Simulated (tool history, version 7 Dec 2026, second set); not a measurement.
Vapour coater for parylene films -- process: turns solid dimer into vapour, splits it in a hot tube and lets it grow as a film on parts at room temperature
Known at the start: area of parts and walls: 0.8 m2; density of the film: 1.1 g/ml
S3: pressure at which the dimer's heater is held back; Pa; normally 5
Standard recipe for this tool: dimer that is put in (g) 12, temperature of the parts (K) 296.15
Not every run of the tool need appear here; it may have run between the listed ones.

{"run": 1, "hour": 0.0, "dimer that is put in (g)": 12, "temperature of the parts (K)": 296.15, "S3": 5, "thickness of the film (um)": 9.55}
{"run": 2, "hour": 17.6, "dimer that is put in (g)": 12, "temperature of the parts (K)": 307.15, "S3": 5, "thickness of the film (um)": 6.43}
{"run": 3, "hour": 36.4, "dimer that is put in (g)": 12, "temperature of the parts (K)": 307.15, "S3": 5, "thickness of the film (um)": 6.32}
{"run": 4, "hour": 57.4, "dimer that is put in (g)": 12, "temperature of the parts (K)": 296.15, "S3": 5, "thickness of the film (um)": 9.3}
{"run": 5, "hour": 76.3, "dimer that is put in (g)": 12, "temperature of the parts (K)": 296.15, "S3": 5, "thickness of the film (um)": 9.3}
{"run": 6, "hour": 93.5, "dimer that is put in (g)": 12, "temperature of the parts (K)": 296.15, "S3": 5, "thickness of the film (um)": 9.31}
{"hour": 107.2, "done": "trap's valve overhauled"}
{"run": 7, "hour": 109.5, "dimer that is put in (g)": 12, "temperature of the parts (K)": 296.15, "S3": 5, "thickness of the film (um)": 8.56}
{"run": 8, "hour": 122.6, "dimer that is put in (g)": 12, "temperature of the parts (K)": 296.15, "S3": 5, "thickness of the film (um)": 8.62}
{"run": 9, "hour": 137.5, "dimer that is put in (g)": 12, "temperature of the parts (K)": 296.15, "S3": 5, "thickness of the film (um)": 8.62}
{"hour": 148.6, "done": "trap's valve overhauled, once more"}
{"run": 10, "hour": 164.8, "dimer that is put in (g)": 12, "temperature of the parts (K)": 296.15, "S3": 5, "thickness of the film (um)": 10.57}
{"run": 11, "hour": 182.7, "dimer that is put in (g)": 8, "temperature of the parts (K)": 296.15, "S3": 5, "thickness of the film (um)": 7.08}
{"run": 12, "hour": 193.0, "dimer that is put in (g)": 8, "temperature of the parts (K)": 296.15, "S3": 5, "thickness of the film (um)": 6.97}
{"run": 13, "hour": 206.6, "dimer that is put in (g)": 12, "temperature of the parts (K)": 305.15, "S3": 5, "thickness of the film (um)": 7.58}
{"run": 14, "hour": 225.1, "dimer that is put in (g)": 12, "temperature of the parts (K)": 296.15, "S3": 5, "thickness of the film (um)": 10.53}
{"run": 15, "hour": 237.0, "dimer that is put in (g)": 12, "temperature of the parts (K)": 296.15, "S3": 5, "thickness of the film (um)": 10.45}
{"run": 16, "hour": 248.7, "dimer that is put in (g)": 12, "temperature of the parts (K)": 296.15, "S3": 5, "thickness of the film (um)": 10.38}
{"run": 17, "hour": 267.0, "dimer that is put in (g)": 12, "temperature of the parts (K)": 295.15, "S3": 5, "thickness of the film (um)": 10.67}
{"run": 18, "hour": 290.5, "dimer that is put in (g)": 12, "temperature of the parts (K)": 296.15, "S3": 5, "thickness of the film (um)": 10.45}
{"run": 19, "hour": 308.5, "dimer that is put in (g)": 12, "temperature of the parts (K)": 306.15, "S3": 5, "thickness of the film (um)": 7.18}
{"run": 20, "hour": 326.7, "dimer that is put in (g)": 9, "temperature of the parts (K)": 296.15, "S3": 5, "thickness of the film (um)": 7.79}
{"run": 21, "hour": 338.2, "dimer that is put in (g)": 12, "temperature of the parts (K)": 296.15, "S3": 5, "thickness of the film (um)": 10.32}
{"run": 22, "hour": 349.7, "dimer that is put in (g)": 7, "temperature of the parts (K)": 296.15, "S3": 5, "thickness of the film (um)": 6.03}
{"run": 23, "hour": 370.2, "dimer that is put in (g)": 7, "temperature of the parts (K)": 296.15, "S3": 5, "thickness of the film (um)": 6.2}
{"run": 24, "hour": 390.8, "dimer that is put in (g)": 7, "temperature of the parts (K)": 290.15, "S3": 5, "thickness of the film (um)": 7.51}
{"run": 25, "hour": 412.3, "dimer that is put in (g)": 7, "temperature of the parts (K)": 290.15, "S3": 5, "thickness of the film (um)": 7.47}
{"run": 26, "hour": 434.0, "dimer that is put in (g)": 7, "temperature of the parts (K)": 290.15, "S3": 5, "thickness of the film (um)": 7.42}
{"run": 27, "hour": 450.8, "dimer that is put in (g)": 12, "temperature of the parts (K)": 291.15, "S3": 4.89, "thickness of the film (um)": 12.23}
{"run": 28, "hour": 476.3, "dimer that is put in (g)": 21, "temperature of the parts (K)": 293.15, "S3": 2.49, "thickness of the film (um)": 22.31}
{"run": 29, "hour": 495.6, "dimer that is put in (g)": 21, "temperature of the parts (K)": 293.15, "S3": 2.49, "thickness of the film (um)": 22.61}
{"run": 30, "hour": 513.2, "dimer that is put in (g)": 21, "temperature of the parts (K)": 293.15, "S3": 2.49, "thickness of the film (um)": 22.38}
{"run": 31, "hour": 536.0, "dimer that is put in (g)": 19, "temperature of the parts (K)": 292.15, "S3": 6.83, "thickness of the film (um)": 17.4}
{"run": 32, "hour": 556.0, "dimer that is put in (g)": 12, "temperature of the parts (K)": 300.15, "S3": 5, "thickness of the film (um)": 8.88}
{"run": 33, "hour": 570.6, "dimer that is put in (g)": 12, "temperature of the parts (K)": 300.15, "S3": 5, "thickness of the film (um)": 8.94}
{"run": 34, "hour": 588.8, "dimer that is put in (g)": 17, "temperature of the parts (K)": 289.15, "S3": 7.4, "thickness of the film (um)": 16.92}
{"run": 35, "hour": 608.3, "dimer that is put in (g)": 17, "temperature of the parts (K)": 289.15, "S3": 7.4, "thickness of the film (um)": 17.01}
{"run": 36, "hour": 626.8, "dimer that is put in (g)": 12, "temperature of the parts (K)": 303.15, "S3": 11.35, "thickness of the film (um)": 6.69}
{"run": 37, "hour": 649.0, "dimer that is put in (g)": 12, "temperature of the parts (K)": 292.15, "S3": 3.86, "thickness of the film (um)": 12.17}
{"run": 38, "hour": 660.8, "dimer that is put in (g)": 12, "temperature of the parts (K)": 292.15, "S3": 3.86, "thickness of the film (um)": 12.11}
{"run": 39, "hour": 672.6, "dimer that is put in (g)": 18, "temperature of the parts (K)": 296.15, "S3": 5, "thickness of the film (um)": 15.23}
{"run": 40, "hour": 687.4, "dimer that is put in (g)": 12, "temperature of the parts (K)": 296.15, "S3": 9.29, "thickness of the film (um)": 8.93}
{"run": 41, "hour": 704.8, "dimer that is put in (g)": 12, "temperature of the parts (K)": 296.15, "S3": 9.29, "thickness of the film (um)": 8.96}
{"run": 42, "hour": 725.6, "dimer that is put in (g)": 12, "temperature of the parts (K)": 304.15, "S3": 3, "thickness of the film (um)": 8.38}
{"run": 43, "hour": 750.5, "dimer that is put in (g)": 10, "temperature of the parts (K)": 301.15, "S3": 4.42, "thickness of the film (um)": 7.18}
{"run": 44, "hour": 772.5, "dimer that is put in (g)": 15, "temperature of the parts (K)": 298.15, "S3": 7.15, "thickness of the film (um)": 10.91}
{"run": 45, "hour": 789.8, "dimer that is put in (g)": 15, "temperature of the parts (K)": 288.15, "S3": 9.32, "thickness of the film (um)": 14.54}
{"run": 46, "hour": 810.9, "dimer that is put in (g)": 5, "temperature of the parts (K)": 304.15, "S3": 5, "thickness of the film (um)": 3.08}

Subtracting, for every run, the result it would have given without the tool's unlogged condition from the measured result gives the following. The same run-to-run variation enters both numbers; the gauge's scatter may not:
What the log doesn't record here: vapour lost through the trap's worn valve, %; true temperature of the parts over the reading, C; drift of the gauge itself on film_um, %.
run=1 thickness_of_the_film_(um)=-1.12
run=2 thickness_of_the_film_(um)=-0.77
run=3 thickness_of_the_film_(um)=-0.77
run=4 thickness_of_the_film_(um)=-1.14
run=5 thickness_of_the_film_(um)=-1.16
run=6 thickness_of_the_film_(um)=-1.18
run=7 thickness_of_the_film_(um)=-1.86
run=8 thickness_of_the_film_(um)=-1.89
run=9 thickness_of_the_film_(um)=-1.89
run=10 thickness_of_the_film_(um)=-0.01
run=11 thickness_of_the_film_(um)=-0.02
run=12 thickness_of_the_film_(um)=-0.03
run=13 thickness_of_the_film_(um)=-0.03
run=14 thickness_of_the_film_(um)=-0.06
run=15 thickness_of_the_film_(um)=-0.08
run=16 thickness_of_the_film_(um)=-0.09
run=17 thickness_of_the_film_(um)=-0.11
run=18 thickness_of_the_film_(um)=-0.13
run=19 thickness_of_the_film_(um)=-0.1
run=20 thickness_of_the_film_(um)=-0.12
run=21 thickness_of_the_film_(um)=-0.17
run=22 thickness_of_the_film_(um)=-0.11
run=23 thickness_of_the_film_(um)=-0.11
run=24 thickness_of_the_film_(um)=-0.15
run=25 thickness_of_the_film_(um)=-0.18
run=26 thickness_of_the_film_(um)=-0.18
run=27 thickness_of_the_film_(um)=-0.32
run=28 thickness_of_the_film_(um)=-0.78
run=29 thickness_of_the_film_(um)=-0.83
run=30 thickness_of_the_film_(um)=-0.86
run=31 thickness_of_the_film_(um)=-0.59
run=32 thickness_of_the_film_(um)=-0.32
run=33 thickness_of_the_film_(um)=-0.33
run=34 thickness_of_the_film_(um)=-0.66
run=35 thickness_of_the_film_(um)=-0.68
run=36 thickness_of_the_film_(um)=-0.28
run=37 thickness_of_the_film_(um)=-0.53
run=38 thickness_of_the_film_(um)=-0.55
run=39 thickness_of_the_film_(um)=-0.7
run=40 thickness_of_the_film_(um)=-0.42
run=41 thickness_of_the_film_(um)=-0.44
run=42 thickness_of_the_film_(um)=-0.42
run=43 thickness_of_the_film_(um)=-0.38
run=44 thickness_of_the_film_(um)=-0.6
run=45 thickness_of_the_film_(um)=-0.82
run=46 thickness_of_the_film_(um)=-0.19
